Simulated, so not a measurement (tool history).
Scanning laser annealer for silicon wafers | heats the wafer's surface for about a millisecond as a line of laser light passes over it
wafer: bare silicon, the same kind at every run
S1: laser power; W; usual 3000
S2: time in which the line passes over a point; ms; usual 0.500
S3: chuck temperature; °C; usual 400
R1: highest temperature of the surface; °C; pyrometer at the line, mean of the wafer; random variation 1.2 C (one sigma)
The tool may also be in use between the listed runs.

run   hour    S1     S2   S3    R1
  1    0.0  3000  0.500  400  1202
  2   44.7  3000  0.500  400  1200
  3   91.5  3000  0.500  400  1197
  4  132.6  3000  0.500  400  1198
  5  175.9  3000  0.500  400  1196
  6  232.4  3000  0.500  400  1194
  7  257.1  3000  0.500  400  1192
     278.0  -- window over the wafer cleaned
  8  311.0  3000  0.500  400  1205
  9  360.9  3000  0.406  400  1134
 10  403.6  3000  0.406  400  1135
 11  433.3  3000  0.406  400  1130
 12  493.6  2983  0.406  400  1127
 13  524.2  3132  0.500  381  1219
 14  561.5  2824  0.539  438  1210
 15  601.6  3000  0.567  400  1239

Hidden state or all else? Some run-to-run changes of R1, split into what the settings, what came in and random variation would give without the hidden state, and what is left for the hidden state (with any gauge scatter that isn't in both results):
The hidden state here: light that passes the window, % of a clean one's; laser's true power over the reading, %; width of the line over the set one, %; drift of the gauge itself on peak_c, C.
Run 7 -> 8: window over the wafer cleaned. R1 +13 °C: hidden state +12, all else +1.
Run 12 -> 13: S1 2983 -> 3132, S2 0.406 -> 0.500, S3 400 -> 381. R1 +92 °C: hidden state -4, all else +96.
